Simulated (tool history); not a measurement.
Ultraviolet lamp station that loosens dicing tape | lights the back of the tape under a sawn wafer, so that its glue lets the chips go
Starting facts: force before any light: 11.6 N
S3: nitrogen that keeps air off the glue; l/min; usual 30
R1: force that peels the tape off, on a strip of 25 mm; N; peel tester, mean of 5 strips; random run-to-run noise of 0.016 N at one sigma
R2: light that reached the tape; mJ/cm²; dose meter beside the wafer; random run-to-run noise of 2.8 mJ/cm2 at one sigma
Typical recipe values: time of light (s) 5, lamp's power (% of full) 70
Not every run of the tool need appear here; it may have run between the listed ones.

{"run": 1, "hour": 0.0, "time of light (s)": 5, "lamp's power (% of full)": 70, "S3": 30, "R1": 0.781, "R2": 397}
{"run": 2, "hour": 18.1, "time of light (s)": 5, "lamp's power (% of full)": 70, "S3": 30, "R1": 0.793, "R2": 394}
{"run": 3, "hour": 36.5, "time of light (s)": 5, "lamp's power (% of full)": 70, "S3": 30, "R1": 0.738, "R2": 392}
{"run": 4, "hour": 51.5, "time of light (s)": 5, "lamp's power (% of full)": 70, "S3": 30, "R1": 0.755, "R2": 398}
{"run": 5, "hour": 65.6, "time of light (s)": 5, "lamp's power (% of full)": 70, "S3": 30, "R1": 0.811, "R2": 391}
{"run": 6, "hour": 85.1, "time of light (s)": 5, "lamp's power (% of full)": 97, "S3": 30, "R1": 0.289, "R2": 541}
{"run": 7, "hour": 101.6, "time of light (s)": 5, "lamp's power (% of full)": 97, "S3": 30, "R1": 0.32, "R2": 543}
{"run": 8, "hour": 113.8, "time of light (s)": 9, "lamp's power (% of full)": 97, "S3": 9, "R1": 0.202, "R2": 984}
{"run": 9, "hour": 126.0, "time of light (s)": 9, "lamp's power (% of full)": 97, "S3": 9, "R1": 0.197, "R2": 985}
{"run": 10, "hour": 153.2, "time of light (s)": 9, "lamp's power (% of full)": 68, "S3": 23, "R1": 0.189, "R2": 686}
{"run": 11, "hour": 168.5, "time of light (s)": 5, "lamp's power (% of full)": 67, "S3": 33, "R1": 0.797, "R2": 381}
{"run": 12, "hour": 191.3, "time of light (s)": 5, "lamp's power (% of full)": 67, "S3": 33, "R1": 0.778, "R2": 378}
{"run": 13, "hour": 208.7, "time of light (s)": 5, "lamp's power (% of full)": 70, "S3": 22, "R1": 1.019, "R2": 397}
{"run": 14, "hour": 220.5, "time of light (s)": 5, "lamp's power (% of full)": 70, "S3": 22, "R1": 1.024, "R2": 395}

What if the next run were any one of these 3? Each begins from the tool's condition after run 14:
{"hour": 229.4, "done": "window cleaned of glue's vapour"}
{"run": "A", "hour": 234.8, "time of light (s)": 6, "lamp's power (% of full)": 64, "S3": 11, "R1": "?", "R2": "?"}
{"hour": 229.4, "done": "window cleaned of glue's vapour"}
{"run": "B", "hour": 234.8, "time of light (s)": 3, "lamp's power (% of full)": 70, "S3": 22, "R1": "?", "R2": "?"}
{"hour": 229.4, "done": "window cleaned of glue's vapour"}
{"run": "C", "hour": 234.8, "time of light (s)": 10, "lamp's power (% of full)": 70, "S3": 30, "R1": "?", "R2": "?"}

run=A R1=1.483 R2=431
run=B R1=2.513 R2=237
run=C R1=0.108 R2=790
Take away the tool's hidden state, keep each run's random variation, and the runs would have read:
run=A R1=1.482 R2=432
run=B R1=2.511 R2=237
run=C R1=0.108 R2=791
